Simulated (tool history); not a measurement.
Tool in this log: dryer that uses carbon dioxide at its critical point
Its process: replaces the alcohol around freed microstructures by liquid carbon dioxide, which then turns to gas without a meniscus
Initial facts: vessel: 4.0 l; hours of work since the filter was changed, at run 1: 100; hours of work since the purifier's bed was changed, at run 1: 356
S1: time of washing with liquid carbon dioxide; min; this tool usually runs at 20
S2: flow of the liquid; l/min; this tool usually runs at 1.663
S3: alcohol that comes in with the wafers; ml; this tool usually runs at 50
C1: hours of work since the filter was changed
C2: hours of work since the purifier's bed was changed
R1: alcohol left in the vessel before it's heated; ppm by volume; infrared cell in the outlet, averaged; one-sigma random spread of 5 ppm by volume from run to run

run,hour,S1,S2,S3,C1,C2,R1
1,0,20,1.663,50,100,356,72
2,22.7,20,2.24,50,114,370,56
3,40.2,20,2.24,50,124,380,69
4,59.9,20,2.24,50,136,392,63
5,79.6,28,1.663,50,148,404,60
6,98.6,20,1.44,50,159,415,92
7,109.9,20,1.44,43,166,422,96
8,127.3,20,1.44,43,176,433,98
9,150.2,20,2.63,50,190,446,67
10,170.9,20,2.63,69,202,459,81
11,188.7,20,2.63,69,213,469,69
12,198.6,20,2.63,40,219,475,74
13,219.1,20,2.63,40,231,488,77
14,230.1,20,2.63,40,238,494,96
15,253.4,20,1.663,50,252,508,94
16,264.9,20,1.663,50,259,515,100
17,281.2,20,1.663,50,268,525,100
18,291.7,20,1.663,50,275,531,89
19,316,20,1.663,24,289,546,89
20,332.1,20,1.663,24,299,555,94
21,344.6,20,1.663,50,306,563,106
22,364.9,20,1.663,50,318,575,101
23,382.6,20,1.663,50,329,585,110
24,395.6,28,1.663,50,337,593,102
25,418.6,28,1.663,50,351,607,94
26,431.4,14,2.07,50,358,615,137
27,451.4,20,2.02,26,370,627,105
28,463.9,20,2.02,26,378,634,102
29,481.5,14,1.61,55,388,645,243
# hour 489.9: inlet filter changed
30,494.8,14,1.61,55,3,652,208
31,511.7,20,2,78,13,662,103
32,531.2,29,2.37,65,25,674,105
33,555.6,17,2.4,47,39,688,109
34,568,17,2.4,47,47,696,115
35,586.5,27,1.59,23,58,707,119
36,610.4,14,1.59,24,72,721,170
37,628.6,31,1.11,93,83,732,126
38,649.4,31,2.16,93,96,745,116
39,663.8,24,1.92,49,104,753,121
40,683.6,24,1.92,49,116,765,122
41,698.3,20,1.9,74,125,774,137
42,713.1,19,1.52,26,134,783,132
43,732.8,15,1.21,33,145,794,301
44,746.4,15,1.21,33,154,803,295
45,756.4,20,1.38,50,160,809,163

Alternative continuations, all from the tool just after run 45; predict every row:
A,779.5,20,1.663,23,173,822,?
B,779.5,20,1.89,110,173,822,?
C,779.5,13,1.38,50,173,822,?
D,779.5,29,1.01,29,173,822,?

run,R1
A,139
B,136
C,404
D,140
With no hidden state in the tool, these same runs would have given:
run,R1
A,10
B,8
C,233
D,8
